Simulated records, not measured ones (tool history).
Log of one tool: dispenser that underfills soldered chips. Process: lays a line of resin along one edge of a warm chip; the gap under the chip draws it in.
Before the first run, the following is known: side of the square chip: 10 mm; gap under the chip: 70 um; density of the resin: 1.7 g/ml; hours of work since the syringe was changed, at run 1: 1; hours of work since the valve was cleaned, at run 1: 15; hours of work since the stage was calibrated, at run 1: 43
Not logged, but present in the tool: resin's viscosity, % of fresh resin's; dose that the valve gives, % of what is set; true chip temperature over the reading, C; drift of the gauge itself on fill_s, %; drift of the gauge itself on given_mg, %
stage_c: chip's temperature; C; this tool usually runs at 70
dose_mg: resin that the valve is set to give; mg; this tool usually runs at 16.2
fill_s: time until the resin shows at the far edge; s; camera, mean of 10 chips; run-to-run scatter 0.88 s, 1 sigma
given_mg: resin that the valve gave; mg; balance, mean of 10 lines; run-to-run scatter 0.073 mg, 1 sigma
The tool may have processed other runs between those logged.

| run | hour | stage_c | dose_mg | hours of work since the syringe was changed | hours of work since the valve was cleaned | hours of work since the stage was calibrated | fill_s | given_mg |
|---|---|---|---|---|---|---|---|---|
| 1 | 0.0 | 70 | 16.2 | 1 | 15 | 43 | 85.5 | 15.90 |
| 2 | 4.4 | 70 | 16.2 | 4 | 18 | 46 | 94.7 | 15.89 |
| 3 | 8.7 | 63 | 16.2 | 7 | 21 | 49 | 148.1 | 15.78 |
|  | 11.0 | new syringe of resin |
| 4 | 15.6 | 63 | 16.2 | 3 | 25 | 53 | 126.2 | 15.74 |
| 5 | 22.3 | 61 | 16.2 | 8 | 30 | 58 | 167.7 | 15.91 |
|  | 23.0 | new syringe of resin |
| 6 | 27.6 | 70 | 14.0 | 3 | 33 | 61 | 96.5 | 13.55 |
| 7 | 31.5 | 70 | 14.0 | 6 | 36 | 64 | 106.7 | 13.58 |
|  | 35.1 | new syringe of resin |
| 8 | 35.1 | 70 | 21.0 | 0 | 38 | 66 | 78.0 | 20.23 |
| 9 | 41.9 | 70 | 21.0 | 5 | 43 | 71 | 94.6 | 20.14 |
|  | 45.2 | dispensing valve cleaned and set on the balance |
| 10 | 46.7 | 70 | 20.8 | 7 | 1 | 73 | 103.7 | 20.84 |
|  | 48.5 | new syringe of resin |
| 11 | 51.2 | 69 | 16.2 | 2 | 4 | 76 | 91.1 | 16.26 |
| 12 | 56.7 | 69 | 16.2 | 6 | 8 | 80 | 103.9 | 16.03 |
|  | 60.9 | new syringe of resin |
| 13 | 62.9 | 69 | 16.7 | 1 | 12 | 84 | 90.0 | 16.50 |
| 14 | 66.3 | 79 | 16.2 | 4 | 14 | 86 | 62.3 | 16.04 |
| 15 | 71.8 | 76 | 16.2 | 7 | 18 | 90 | 81.3 | 15.87 |
|  | 73.1 | new syringe of resin |
| 16 | 78.2 | 76 | 16.2 | 3 | 22 | 94 | 72.9 | 15.86 |
| 17 | 82.8 | 76 | 16.2 | 7 | 25 | 97 | 80.2 | 15.82 |
|  | 85.1 | new syringe of resin |
| 18 | 88.1 | 76 | 16.2 | 2 | 28 | 101 | 66.9 | 15.96 |
| 19 | 95.1 | 70 | 16.2 | 7 | 33 | 105 | 106.5 | 15.70 |
|  | 97.5 | new syringe of resin |
| 20 | 99.8 | 70 | 17.8 | 2 | 36 | 108 | 86.4 | 17.27 |
| 21 | 105.8 | 84 | 18.3 | 6 | 40 | 113 | 53.2 | 17.63 |
|  | 109.6 | new syringe of resin |
| 22 | 109.7 | 63 | 15.7 | 0 | 43 | 115 | 111.9 | 15.03 |
|  | 112.8 | dispensing valve cleaned and set on the balance |
| 23 | 116.9 | 66 | 19.7 | 4 | 3 | 119 | 106.7 | 19.68 |
| 24 | 121.5 | 68 | 15.3 | 7 | 6 | 122 | 117.3 | 15.22 |
|  | 122.8 | new syringe of resin |
| 25 | 127.8 | 68 | 15.3 | 3 | 10 | 127 | 103.4 | 15.27 |
| 26 | 130.8 | 65 | 15.0 | 5 | 12 | 129 | 132.2 | 14.91 |
| 27 | 133.8 | 80 | 15.3 | 7 | 14 | 131 | 71.3 | 15.15 |
|  | 135.1 | new syringe of resin |
| 28 | 137.8 | 67 | 15.7 | 2 | 17 | 133 | 98.1 | 15.44 |
| 29 | 142.9 | 67 | 15.7 | 5 | 20 | 137 | 115.6 | 15.39 |
|  | 147.1 | new syringe of resin |
| 30 | 148.9 | 67 | 15.7 | 1 | 24 | 140 | 98.2 | 15.44 |
| 31 | 154.4 | 74 | 16.3 | 5 | 28 | 144 | 82.2 | 15.91 |
| 32 | 158.4 | 74 | 16.2 | 8 | 30 | 147 | 92.4 | 15.66 |
|  | 159.1 | new syringe of resin |
| 33 | 161.9 | 83 | 17.7 | 2 | 33 | 149 | 48.9 | 17.28 |
| 34 | 165.9 | 83 | 20.7 | 5 | 35 | 152 | 53.5 | 20.11 |
|  | 171.4 | new syringe of resin |
| 35 | 171.9 | 77 | 18.8 | 0 | 39 | 156 | 59.5 | 18.03 |
| 36 | 177.8 | 83 | 15.0 | 4 | 43 | 160 | 57.1 | 14.46 |
|  | 180.3 | dispensing valve cleaned and set on the balance |
| 37 | 182.7 | 83 | 15.0 | 7 | 2 | 162 | 62.5 | 15.07 |

Each run again, without the hidden state but with its own random variation kept:
| run | fill_s | given_mg |
|---|---|---|
| 1 | 83.7 | 16.13 |
| 2 | 82.4 | 16.16 |
| 3 | 115.2 | 16.10 |
| 4 | 113.3 | 16.12 |
| 5 | 126.5 | 16.37 |
| 6 | 87.0 | 13.98 |
| 7 | 86.7 | 14.05 |
| 8 | 79.4 | 20.98 |
| 9 | 80.6 | 20.97 |
| 10 | 80.0 | 20.90 |
| 11 | 86.9 | 16.33 |
| 12 | 85.8 | 16.16 |
| 13 | 87.3 | 16.69 |
| 14 | 55.2 | 16.25 |
| 15 | 62.1 | 16.14 |
| 16 | 63.6 | 16.19 |
| 17 | 61.9 | 16.20 |
| 18 | 63.4 | 16.38 |
| 19 | 84.0 | 16.20 |
| 20 | 82.5 | 17.86 |
| 21 | 43.3 | 18.29 |
| 22 | 114.7 | 15.63 |
| 23 | 94.2 | 19.74 |
| 24 | 91.5 | 15.31 |
| 25 | 91.5 | 15.41 |
| 26 | 108.3 | 15.07 |
| 27 | 53.9 | 15.35 |
| 28 | 94.1 | 15.67 |
| 29 | 96.7 | 15.68 |
| 30 | 95.4 | 15.79 |
| 31 | 69.0 | 16.32 |
| 32 | 69.8 | 16.11 |
| 33 | 46.1 | 17.80 |
| 34 | 45.6 | 20.77 |
| 35 | 59.5 | 18.70 |
| 36 | 48.4 | 15.05 |
| 37 | 48.5 | 15.09 |

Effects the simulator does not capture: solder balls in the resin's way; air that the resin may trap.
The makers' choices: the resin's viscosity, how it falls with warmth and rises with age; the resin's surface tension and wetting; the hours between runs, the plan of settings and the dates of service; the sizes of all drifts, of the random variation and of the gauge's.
